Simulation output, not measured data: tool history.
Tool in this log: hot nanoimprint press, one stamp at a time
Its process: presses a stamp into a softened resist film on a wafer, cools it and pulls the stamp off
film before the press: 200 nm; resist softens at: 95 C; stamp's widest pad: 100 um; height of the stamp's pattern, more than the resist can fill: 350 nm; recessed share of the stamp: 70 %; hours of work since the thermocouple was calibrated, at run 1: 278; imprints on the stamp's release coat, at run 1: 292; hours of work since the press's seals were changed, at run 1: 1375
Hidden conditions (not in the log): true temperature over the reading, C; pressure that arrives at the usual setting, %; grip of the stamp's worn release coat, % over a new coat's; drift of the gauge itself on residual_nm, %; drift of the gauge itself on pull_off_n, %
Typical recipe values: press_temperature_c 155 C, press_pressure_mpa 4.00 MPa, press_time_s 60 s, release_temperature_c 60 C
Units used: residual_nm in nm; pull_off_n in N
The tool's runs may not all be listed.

run,hour,press_temperature_c,press_pressure_mpa,press_time_s,release_temperature_c,hours of work since the thermocouple was calibrated,imprints on the stamp's release coat,hours of work since the press's seals were changed,residual_nm,pull_off_n
1,0.0,155,4.00,60,60,278,292,1375,110.4,100
# hour 16.3: press's hydraulic seals changed and the load cell set to zero
# hour 41.0: plate thermocouple calibrated
2,66.3,155,4.00,60,60,17,582,32,110.9,116
3,114.3,155,4.00,60,60,49,834,64,110.4,120
4,164.5,155,2.47,60,60,83,1097,97,138.2,126
5,219.9,155,2.47,60,60,120,1388,135,135.8,131
6,266.4,155,2.47,60,60,151,1632,166,136.8,139
# hour 285.1: stamp cleaned and given a new release coat
7,305.0,155,2.47,60,60,173,104,188,136.6,98
8,332.1,155,2.47,37,60,191,246,206,151.8,102
9,374.9,155,2.47,37,60,220,471,235,150.8,107
10,408.9,155,4.00,60,60,243,649,257,109.0,111
11,464.2,155,4.00,60,60,280,939,294,107.9,120
# hour 496.1: plate thermocouple calibrated
12,518.2,155,4.00,60,60,15,1207,329,110.8,122
13,551.4,155,4.00,60,60,37,1381,351,108.6,133
14,599.0,155,4.00,60,60,69,1631,383,110.3,134
# hour 621.7: stamp cleaned and given a new release coat
15,628.5,155,4.00,60,60,85,36,399,109.1,95
16,665.1,155,3.24,66,60,109,228,423,117.8,104
17,707.1,155,3.16,36,56,138,448,451,139.9,122
18,755.1,165,4.89,38,51,170,700,484,77.7,142
19,801.6,165,3.21,58,51,201,944,515,85.6,148
20,858.1,155,4.00,60,60,239,1240,553,106.8,123
21,885.8,155,4.00,60,59,257,1386,571,107.2,135
22,916.0,155,4.00,60,59,278,1545,592,106.9,138
23,938.7,146,2.86,60,59,293,1664,607,160.7,133
# hour 951.5: plate thermocouple calibrated
# hour 957.5: stamp cleaned and given a new release coat
24,984.9,163,2.54,84,59,18,144,632,96.3,107
25,1027.5,163,4.08,84,48,47,367,660,73.2,144
26,1062.5,163,2.91,35,64,70,550,684,115.8,98
27,1091.7,163,2.91,35,61,90,704,703,115.9,112
28,1119.4,158,4.05,60,57,109,849,722,98.3,131
29,1152.9,158,4.05,60,57,131,1025,744,97.4,134

Branching from run 29: 3 alternative next runs. What would each branch give?
A,1177.0,155,4.00,60,63,147,1152,761,?,?
B,1177.0,158,4.05,69,55,147,1152,761,?,?
C,1177.0,155,4.00,31,60,147,1152,761,?,?

run,residual_nm,pull_off_n
A,109.3,116
B,92.7,140
C,132.7,123
Take away the tool's hidden state, keep each run's random variation, and the runs would have read:
run,residual_nm,pull_off_n
A,110.4,92
B,93.7,112
C,133.9,98
